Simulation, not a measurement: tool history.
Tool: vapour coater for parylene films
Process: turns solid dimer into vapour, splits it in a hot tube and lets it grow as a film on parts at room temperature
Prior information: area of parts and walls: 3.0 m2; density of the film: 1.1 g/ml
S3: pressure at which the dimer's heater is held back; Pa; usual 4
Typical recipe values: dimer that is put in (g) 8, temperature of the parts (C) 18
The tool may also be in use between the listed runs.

Run 1, hour 0: usual settings. Result: thickness of the film (µm) 1.22.
Run 2, hour 37.9: usual settings but S3 6.55 Pa. Result: thickness of the film (µm) 1.09.
Run 3, hour 60.3: usual settings but S3 6.55 Pa. Result: thickness of the film (µm) 1.1.
Run 4, hour 93.8: usual settings but S3 6.55 Pa. Result: thickness of the film (µm) 1.26.
Run 5, hour 117.2: usual settings but S3 6.55 Pa. Result: thickness of the film (µm) 1.25.
Run 6, hour 150.8: usual settings but S3 6.55 Pa. Result: thickness of the film (µm) 1.24.
Run 7, hour 194.8: usual settings. Result: thickness of the film (µm) 1.29.
Run 8, hour 226.9: usual settings. Result: thickness of the film (µm) 1.29.
Run 9, hour 266: usual settings but temperature of the parts (C) 22. Result: thickness of the film (µm) 1.19.
Run 10, hour 294.9: usual settings but temperature of the parts (C) 22. Result: thickness of the film (µm) 1.16.
Run 11, hour 338.8: usual settings. Result: thickness of the film (µm) 1.26.
Run 12, hour 366.7: usual settings. Result: thickness of the film (µm) 1.24.
Run 13, hour 396.1: usual settings. Result: thickness of the film (µm) 1.26.
Run 14, hour 433.5: usual settings. Result: thickness of the film (µm) 1.25.
Run 15, hour 453.6: usual settings. Result: thickness of the film (µm) 1.22.
Run 16, hour 489.8: usual settings but dimer that is put in (g) 13. Result: thickness of the film (µm) 1.98.
Run 17, hour 537.6: usual settings but dimer that is put in (g) 13. Result: thickness of the film (µm) 2.16.
Run 18, hour 566.7: usual settings. Result: thickness of the film (µm) 1.33.
Run 19, hour 599.3: usual settings but temperature of the parts (C) 14. Result: thickness of the film (µm) 1.41.
Run 20, hour 636.2: usual settings but temperature of the parts (C) 12. Result: thickness of the film (µm) 1.49.
Run 21, hour 668.1: usual settings but temperature of the parts (C) 12. Result: thickness of the film (µm) 1.48.
Run 22, hour 686.2: usual settings but temperature of the parts (C) 12. Result: thickness of the film (µm) 1.45.
Run 23, hour 718.5: usual settings but temperature of the parts (C) 12. Result: thickness of the film (µm) 1.45.
Run 24, hour 755.4: usual settings but temperature of the parts (C) 12. Result: thickness of the film (µm) 1.46.
Run 25, hour 776.2: usual settings but temperature of the parts (C) 12. Result: thickness of the film (µm) 1.45.
Run 26, hour 808.8: usual settings but dimer that is put in (g) 6, S3 7.51 Pa. Result: thickness of the film (µm) 0.88.
Run 27, hour 837.9: usual settings but dimer that is put in (g) 5. Result: thickness of the film (µm) 0.77.
Run 28, hour 862: usual settings but dimer that is put in (g) 7, S3 2.64 Pa. Result: thickness of the film (µm) 1.11.
Run 29, hour 903.2: usual settings but dimer that is put in (g) 7, S3 8.48 Pa. Result: thickness of the film (µm) 1.01.
Run 30, hour 942: usual settings but temperature of the parts (C) 30, S3 5.67 Pa. Result: thickness of the film (µm) 0.91.
Run 31, hour 973.5: usual settings but temperature of the parts (C) 30, S3 5.67 Pa. Result: thickness of the film (µm) 0.99.
Run 32, hour 997.8: usual settings but temperature of the parts (C) 30, S3 5.67 Pa. Result: thickness of the film (µm) 0.99.
Run 33, hour 1039.8: usual settings but dimer that is put in (g) 5, temperature of the parts (C) 14, S3 2.42 Pa. Result: thickness of the film (µm) 0.95.
Run 34, hour 1061.8: usual settings but dimer that is put in (g) 5, temperature of the parts (C) 14, S3 2.42 Pa. Result: thickness of the film (µm) 0.92.
Run 35, hour 1080.3: usual settings but dimer that is put in (g) 5, temperature of the parts (C) 14, S3 2.42 Pa. Result: thickness of the film (µm) 0.94.
Run 36, hour 1106.2: usual settings but dimer that is put in (g) 4. Result: thickness of the film (µm) 0.65.
Run 37, hour 1141: usual settings but dimer that is put in (g) 4. Result: thickness of the film (µm) 0.65.
Run 38, hour 1184.5: usual settings but temperature of the parts (C) 10, S3 8.26 Pa. Result: thickness of the film (µm) 1.45.
Run 39, hour 1203.7: usual settings but dimer that is put in (g) 4, temperature of the parts (C) 12, S3 4.19 Pa. Result: thickness of the film (µm) 0.75.
Run 40, hour 1248.8: usual settings but dimer that is put in (g) 3, temperature of the parts (C) 27, S3 2.58 Pa. Result: thickness of the film (µm) 0.4.
Run 41, hour 1273.1: usual settings but dimer that is put in (g) 3, temperature of the parts (C) 27, S3 2.58 Pa. Result: thickness of the film (µm) 0.4.
Run 42, hour 1300.1: usual settings but dimer that is put in (g) 3, temperature of the parts (C) 27, S3 2.58 Pa. Result: thickness of the film (µm) 0.39.
Run 43, hour 1341.9: usual settings but dimer that is put in (g) 5, temperature of the parts (C) 26. Result: thickness of the film (µm) 0.64.
Run 44, hour 1382.2: usual settings but dimer that is put in (g) 5, temperature of the parts (C) 26, S3 2.35 Pa. Result: thickness of the film (µm) 0.69.
Run 45, hour 1426: usual settings but temperature of the parts (C) 28, S3 8.87 Pa. Result: thickness of the film (µm) 0.99.
Run 46, hour 1461.3: usual settings but dimer that is put in (g) 3, temperature of the parts (C) 17, S3 8.87 Pa. Result: thickness of the film (µm) 0.47.

Withheld: 6 entries from between the runs. Position of each, and hidden state at the listed run before versus the listed run after:
Run 1 -> run 2: trap's valve overhauled (hour 12.1)
  vapour lost through the trap's worn valve, %: 8.5 -> 14.4; true temperature of the parts over the reading, C: -0.69 -> -0.7
  difference, measured minus the result without the unlogged condition, thickness of the film (µm): -0.1 -> -0.16
Run 3 -> run 4: table's thermometer calibrated (hour 63.9); trap's valve overhauled, once more (hour 88.1)
  vapour lost through the trap's worn valve, %: 14.9 -> 0.4; true temperature of the parts over the reading, C: -0.71 -> 0.15
  difference, measured minus the result without the unlogged condition, thickness of the film (µm): -0.18 -> -0.01
Run 16 -> run 17: trap's valve overhauled (hour 529.5)
  vapour lost through the trap's worn valve, %: 7.7 -> 0.4; true temperature of the parts over the reading, C: -0.03 -> -0.06
  difference, measured minus the result without the unlogged condition, thickness of the film (µm): -0.17 -> +0
Run 30 -> run 31: trap's valve overhauled (hour 970.6)
  vapour lost through the trap's worn valve, %: 8 -> 0.1; true temperature of the parts over the reading, C: -0.25 -> -0.27
  difference, measured minus the result without the unlogged condition, thickness of the film (µm): -0.07 -> +0.01
Run 44 -> run 45: trap's valve overhauled (hour 1411.4)
  vapour lost through the trap's worn valve, %: 7.6 -> 0.3; true temperature of the parts over the reading, C: -0.46 -> -0.48
  difference, measured minus the result without the unlogged condition, thickness of the film (µm): -0.05 -> +0

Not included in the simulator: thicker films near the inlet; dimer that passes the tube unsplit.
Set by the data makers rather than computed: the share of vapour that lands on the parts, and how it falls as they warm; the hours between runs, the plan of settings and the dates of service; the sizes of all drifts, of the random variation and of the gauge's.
